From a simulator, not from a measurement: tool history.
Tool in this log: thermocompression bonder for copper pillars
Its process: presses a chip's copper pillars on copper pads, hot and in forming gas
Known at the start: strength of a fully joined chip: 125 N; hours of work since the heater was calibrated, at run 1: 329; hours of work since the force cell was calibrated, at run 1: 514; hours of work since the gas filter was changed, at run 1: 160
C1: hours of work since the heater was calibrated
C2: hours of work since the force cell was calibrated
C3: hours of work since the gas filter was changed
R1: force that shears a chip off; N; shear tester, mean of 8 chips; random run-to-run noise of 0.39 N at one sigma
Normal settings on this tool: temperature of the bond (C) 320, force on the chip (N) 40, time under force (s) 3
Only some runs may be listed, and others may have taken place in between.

Run 1, day 0: usual settings; C1 329; C2 514; C3 160. Result: R1 85.2 N.
Run 2, day 0.675: usual settings; C1 339; C2 524; C3 171. Result: R1 85.3 N.
Run 3, day 1.058: usual settings; C1 345; C2 530; C3 176. Result: R1 84.7 N.
Run 4, day 1.429: usual settings but force on the chip (N) 52; C1 350; C2 535; C3 182. Result: R1 92.1 N.
Run 5, day 2.125: usual settings but force on the chip (N) 52; C1 361; C2 546; C3 192. Result: R1 92.1 N.
Run 6, day 2.504: usual settings but force on the chip (N) 52; C1 366; C2 552; C3 198. Result: R1 92.3 N.
Run 7, day 3.375: usual settings but force on the chip (N) 52; C1 379; C2 565; C3 211. Result: R1 92.1 N.
Run 8, day 4.067: usual settings but force on the chip (N) 52; C1 390; C2 575; C3 221. Result: R1 91 N.
Run 9, day 4.692: usual settings but force on the chip (N) 52; C1 399; C2 584; C3 231. Result: R1 90.7 N.
Run 10, day 5.062: usual settings but force on the chip (N) 52, time under force (s) 4; C1 405; C2 590; C3 236. Result: R1 95.8 N.
Run 11, day 5.592: usual settings but force on the chip (N) 46; C1 413; C2 598; C3 244. Result: R1 87.3 N.
Run 12, day 6.296: usual settings but force on the chip (N) 46; C1 423; C2 608; C3 255. Result: R1 86.6 N.
Run 13, day 6.721: usual settings but force on the chip (N) 46; C1 430; C2 615; C3 261. Result: R1 87.3 N.
Run 14, day 7.558: usual settings but temperature of the bond (C) 327; C1 442; C2 627; C3 274. Result: R1 87.1 N.
Run 15, day 8.292: usual settings; C1 453; C2 638; C3 285. Result: R1 82.2 N.
Run 16, day 8.658: usual settings; C1 459; C2 644; C3 290. Result: R1 81.9 N.
Run 17, day 9.462: usual settings but time under force (s) 5; C1 471; C2 656; C3 302. Result: R1 91.5 N.
At day 10.179: forming gas filter changed.
Run 18, day 10.279: usual settings but time under force (s) 5; C1 483; C2 668; C3 1. Result: R1 102.1 N.
Run 19, day 10.825: usual settings but force on the chip (N) 53, time under force (s) 5; C1 491; C2 676; C3 10. Result: R1 108.7 N.
Run 20, day 11.325: usual settings but force on the chip (N) 53, time under force (s) 5; C1 498; C2 683; C3 17. Result: R1 108.5 N.
Run 21, day 12.075: usual settings but force on the chip (N) 53, time under force (s) 5; C1 510; C2 695; C3 28. Result: R1 109.4 N.
Run 22, day 12.442: usual settings but temperature of the bond (C) 337, force on the chip (N) 25; C1 515; C2 700; C3 34. Result: R1 86.9 N.
Run 23, day 13.171: usual settings but temperature of the bond (C) 337, time under force (s) 2; C1 526; C2 711; C3 45. Result: R1 93.6 N.
Run 24, day 13.771: usual settings but temperature of the bond (C) 314, force on the chip (N) 39, time under force (s) 2; C1 535; C2 720; C3 54. Result: R1 75.8 N.
Run 25, day 14.312: usual settings but temperature of the bond (C) 292, force on the chip (N) 53; C1 543; C2 728; C3 62. Result: R1 76.8 N.
Run 26, day 15.125: usual settings but temperature of the bond (C) 350, force on the chip (N) 53, time under force (s) 5; C1 555; C2 740; C3 74. Result: R1 118.4 N.
Run 27, day 15.579: usual settings but temperature of the bond (C) 295, force on the chip (N) 32, time under force (s) 2; C1 562; C2 747; C3 81. Result: R1 54.5 N.
Run 28, day 15.942: usual settings but temperature of the bond (C) 295, force on the chip (N) 32, time under force (s) 2; C1 567; C2 752; C3 86. Result: R1 55 N.
Run 29, day 16.475: usual settings but temperature of the bond (C) 295, force on the chip (N) 32, time under force (s) 2; C1 575; C2 760; C3 94. Result: R1 54.6 N.
Run 30, day 17.075: usual settings but temperature of the bond (C) 345, force on the chip (N) 30, time under force (s) 4; C1 584; C2 769; C3 103. Result: R1 102 N.
Run 31, day 17.492: usual settings but temperature of the bond (C) 345, force on the chip (N) 30, time under force (s) 4; C1 591; C2 776; C3 110. Result: R1 101.9 N.
Run 32, day 17.867: usual settings but temperature of the bond (C) 336, force on the chip (N) 60, time under force (s) 4; C1 596; C2 781; C3 115. Result: R1 112.8 N.
Run 33, day 18.346: usual settings but temperature of the bond (C) 303, force on the chip (N) 60; C1 603; C2 788; C3 122. Result: R1 88.9 N.
Run 34, day 18.967: usual settings but temperature of the bond (C) 303, force on the chip (N) 60; C1 613; C2 798; C3 132. Result: R1 87.9 N.
Run 35, day 19.421: usual settings but temperature of the bond (C) 294, force on the chip (N) 30; C1 620; C2 805; C3 138. Result: R1 59.4 N.
Run 36, day 19.896: usual settings but temperature of the bond (C) 304, force on the chip (N) 27; C1 627; C2 812; C3 146. Result: R1 64.1 N.
Run 37, day 20.629: usual settings but temperature of the bond (C) 304, force on the chip (N) 38, time under force (s) 5; C1 638; C2 823; C3 157. Result: R1 85.6 N.
Run 38, day 21.475: usual settings but temperature of the bond (C) 306, force on the chip (N) 32, time under force (s) 4; C1 650; C2 835; C3 169. Result: R1 77 N.
Run 39, day 21.892: usual settings but temperature of the bond (C) 306, force on the chip (N) 32, time under force (s) 4; C1 657; C2 842; C3 175. Result: R1 76.2 N.

What would each run have given without the hidden state, its run-to-run variation left as it was?
The tool's hidden condition here consists of: true temperature of the bond over the reading, C; force that reaches the chip, % of what is set; oxide that the forming gas leaves, % of the face; drift of the gauge itself on shear_n, %.
run     R1
  1   87.4
  2   87.7
  3   87.1
  4   95.4
  5   95.7
  6     96
  7   96.2
  8   95.3
  9   95.3
 10  101.2
 11   91.7
 12   91.3
 13   92.2
 14   92.4
 15   87.1
 16   86.9
 17   98.3
 18   98.7
 19  106.1
 20  106.2
 21  107.4
 22     84
 23   91.1
 24   72.8
 25   73.7
 26  119.9
 27   51.7
 28   52.2
 29     52
 30  101.9
 31    102
 32  114.7
 33   87.6
 34   86.8
 35   57.2
 36   62.2
 37   84.9
 38     76
 39   75.3
